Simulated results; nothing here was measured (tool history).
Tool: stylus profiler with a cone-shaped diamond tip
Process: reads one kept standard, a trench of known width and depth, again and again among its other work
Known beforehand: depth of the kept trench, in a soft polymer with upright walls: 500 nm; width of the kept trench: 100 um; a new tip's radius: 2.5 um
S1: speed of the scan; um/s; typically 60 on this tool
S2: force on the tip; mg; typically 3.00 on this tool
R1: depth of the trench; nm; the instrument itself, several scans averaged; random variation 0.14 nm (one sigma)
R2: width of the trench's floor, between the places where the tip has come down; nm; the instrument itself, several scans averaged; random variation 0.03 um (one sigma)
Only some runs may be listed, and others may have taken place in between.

run    day   S1    S2      R1     R2
  1  0.000   60  3.00  506.03  96640
  2  1.421   29  3.00  506.21  96850
  3  2.779   75  3.00  506.17  96510
  4  3.467   60  1.33  503.93  96390
  5  4.908   60  1.33  503.80  96430
  6  6.133   80  1.83  504.72  96280
  7  7.671  158  7.31  511.20  96200
  8  8.925   38  6.55  510.33  96600
  9  9.579   46  2.52  505.72  96450

Run 10 is up next; what results do you expect?
 10  10.583  69  2.85   ?   ?

Run 10 gave R1 506.31 nm, R2 96310 nm.
With the hidden condition absent and the run-to-run variation left alone, this run would have shown R1 505.57 nm, R2 96620 nm.
